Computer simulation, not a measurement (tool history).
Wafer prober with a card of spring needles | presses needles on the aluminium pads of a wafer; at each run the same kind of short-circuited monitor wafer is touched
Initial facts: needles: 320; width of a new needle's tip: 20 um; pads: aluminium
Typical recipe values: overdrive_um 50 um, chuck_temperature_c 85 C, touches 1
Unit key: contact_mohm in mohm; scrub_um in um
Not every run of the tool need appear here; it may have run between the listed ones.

run   hour  overdrive_um  chuck_temperature_c  touches  contact_mohm  scrub_um
  1      0            50                   85        1           267     11.04
      17.4  -- tips cleaned on abrasive film
      35.9  -- tips cleaned on abrasive film
  2   35.9            50                   52        1           247     10.89
      54.9  -- tips cleaned on abrasive film
      75.4  -- tips cleaned on abrasive film
      95.9  -- tips cleaned on abrasive film
  3   97.4            50                   85        1           276     10.78
     117.3  -- tips cleaned on abrasive film
     126.2  -- height of the first contact set anew
     137.9  -- tips cleaned on abrasive film
       158  -- tips cleaned on abrasive film
  4  166.2            50                   85        1           313     11.19
     178.5  -- tips cleaned on abrasive film
     196.5  -- tips cleaned on abrasive film
     218.1  -- tips cleaned on abrasive film
  5  233.4            50                   85        1           328     10.98
     237.8  -- tips cleaned on abrasive film
     256.7  -- tips cleaned on abrasive film
       278  -- tips cleaned on abrasive film
     295.3  -- tips cleaned on abrasive film
  6  296.7            50                   85        1           269     11.06
     312.8  -- tips cleaned on abrasive film
       333  -- tips cleaned on abrasive film
     351.3  -- tips cleaned on abrasive film
  7  351.3            50                   85        1           258      10.9
       371  -- tips cleaned on abrasive film
     389.4  -- tips cleaned on abrasive film
  8  395.8            50                   45        2           281     10.91
     399.4  -- tips cleaned on abrasive film, once more
     421.1  -- tips cleaned on abrasive film
     441.1  -- tips cleaned on abrasive film
  9  448.6            50                   45        2           280     10.81
     461.6  -- tips cleaned on abrasive film
     466.2  -- height of the first contact set anew
     482.6  -- tips cleaned on abrasive film
 10  491.4            50                   47        1           306     11.17
     502.6  -- tips cleaned on abrasive film
     521.8  -- tips cleaned on abrasive film
     543.1  -- tips cleaned on abrasive film
 11    551            50                   47        1           314     11.08
     563.9  -- tips cleaned on abrasive film
     584.5  -- tips cleaned on abrasive film
     604.3  -- tips cleaned on abrasive film
     623.1  -- tips cleaned on abrasive film
 12  623.1            47                   53        1           249     10.32
     641.8  -- tips cleaned on abrasive film
     661.9  -- tips cleaned on abrasive film
 13  676.1            41                   85        1           378      8.94

How would selected steps in contact_mohm from run to run divide? Give the signed amount a tool lacking its hidden state would still show from settings, what came in and random variation, and the signed amount left for the hidden state, including any gauge scatter that is not in both of the compared results.
Hidden state at play: debris on the tips, nm; way that the needles fall short of the set height, um; tips' diameter, um; drift of the gauge itself on contact_mohm, %; drift of the gauge itself on scrub_um, %.
Run 12 -> 13: overdrive_um 47 -> 41, chuck_temperature_c 53 -> 85, tips cleaned on abrasive film, tips cleaned on abrasive film. contact_mohm +129 mohm: hidden state +112, all else +17.

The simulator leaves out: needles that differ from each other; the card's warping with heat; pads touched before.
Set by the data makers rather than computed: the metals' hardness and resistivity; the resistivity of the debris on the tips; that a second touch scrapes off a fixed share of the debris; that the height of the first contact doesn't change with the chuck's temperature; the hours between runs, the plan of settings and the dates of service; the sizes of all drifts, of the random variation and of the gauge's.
